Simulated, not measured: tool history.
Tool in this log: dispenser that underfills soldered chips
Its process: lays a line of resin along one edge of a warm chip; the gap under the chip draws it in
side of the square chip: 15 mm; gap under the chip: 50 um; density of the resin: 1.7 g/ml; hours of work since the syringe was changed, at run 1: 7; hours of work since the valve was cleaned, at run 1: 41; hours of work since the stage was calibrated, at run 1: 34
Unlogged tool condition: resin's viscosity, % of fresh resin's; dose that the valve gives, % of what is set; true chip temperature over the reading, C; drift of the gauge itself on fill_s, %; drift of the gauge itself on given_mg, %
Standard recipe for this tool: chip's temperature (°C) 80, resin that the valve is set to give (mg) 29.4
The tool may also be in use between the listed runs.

run,day,chip's temperature (°C),resin that the valve is set to give (mg),hours of work since the syringe was changed,hours of work since the valve was cleaned,hours of work since the stage was calibrated,time until the resin shows at the far edge (s),resin that the valve gave (mg)
1,0.000,80,29.4,7,41,34,362.1,28.79
# day 0.100: new syringe of resin
2,0.296,80,29.4,3,46,39,292.9,28.65
3,0.508,83,29.4,7,49,43,306.8,28.53
# day 0.583: new syringe of resin
4,0.725,80,29.4,2,53,46,281.4,28.38
5,1.038,80,29.4,8,58,52,378.2,28.37
# day 1.079: new syringe of resin
6,1.296,80,35.6,4,63,56,285.1,34.27
# day 1.567: new syringe of resin
7,1.633,80,35.6,1,69,62,254.0,34.29
8,1.788,80,29.4,4,71,65,298.1,27.88
9,1.971,80,29.4,7,74,68,356.3,27.92
# day 2.067: new syringe of resin
10,2.183,68,34.2,2,78,72,518.3,32.46
11,2.525,80,34.5,8,84,78,371.8,32.63
# day 2.562: new syringe of resin
12,2.812,90,31.6,4,89,82,197.6,29.78
13,2.988,90,31.6,7,92,86,225.4,30.02
# day 3.075: new syringe of resin
14,3.258,86,35.3,3,97,90,217.6,33.41
15,3.479,86,28.7,7,100,94,281.9,26.86

Table of differences, measured result less the result of that run with no hidden state. Run-to-run variation is the same in both. Gauge scatter possibly is not:
run,time until the resin shows at the far edge (s),resin that the valve gave (mg)
1,+120.7,-0.71
2,+54.5,-0.81
3,+102.6,-0.87
4,+39.4,-0.94
5,+136.0,-1.04
6,+54.9,-1.37
7,+17.0,-1.50
8,+58.8,-1.28
9,+115.0,-1.34
10,+68.7,-1.64
11,+137.0,-1.79
12,+48.1,-1.74
13,+80.7,-1.82
14,+43.8,-2.11
15,+100.7,-1.78
